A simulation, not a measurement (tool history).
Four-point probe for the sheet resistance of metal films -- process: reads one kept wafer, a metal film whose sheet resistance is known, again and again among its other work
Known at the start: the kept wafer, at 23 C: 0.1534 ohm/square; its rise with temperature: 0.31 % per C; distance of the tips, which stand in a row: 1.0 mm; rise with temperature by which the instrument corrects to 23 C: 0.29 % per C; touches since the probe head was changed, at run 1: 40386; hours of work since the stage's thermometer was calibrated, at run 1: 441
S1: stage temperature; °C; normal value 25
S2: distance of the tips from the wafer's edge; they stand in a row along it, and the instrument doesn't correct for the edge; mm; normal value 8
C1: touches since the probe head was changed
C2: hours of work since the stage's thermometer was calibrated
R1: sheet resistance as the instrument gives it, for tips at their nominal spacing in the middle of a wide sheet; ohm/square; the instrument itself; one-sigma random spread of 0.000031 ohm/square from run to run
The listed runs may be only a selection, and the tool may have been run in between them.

run	hour	S1	S2	C1	C2	R1
1	0.0	25	8	40386	441	0.155038
2	49.6	25	8	41388	471	0.155067
3	100.4	25	8	42415	501	0.155085
4	129.2	25	3	42995	519	0.162399
5	168.8	25	8	43795	543	0.155072
6	211.0	25	8	44648	568	0.155134
7	250.5	25	8	45447	592	0.155013
8	286.5	25	20	46174	614	0.154054
9	326.7	25	20	46987	638	0.153999
10	362.6	25	20	47711	660	0.154036
11	397.7	25	8	48419	681	0.155075
12	439.3	21	8	49260	706	0.155014
13	493.4	33	12	50353	739	0.154706
14	531.5	29	3	51122	762	0.162695
15	584.2	25	63	52187	793	0.153892

Forecast run 16:
# hour 588.8: stage's thermometer calibrated
16	616.4	27	14	52828	17	?

{"run 16": {"R1": 0.154309}}
Were there no unlogged condition in the tool, this run, its random variation unchanged, would have produced R1 0.153942 ohm/square.
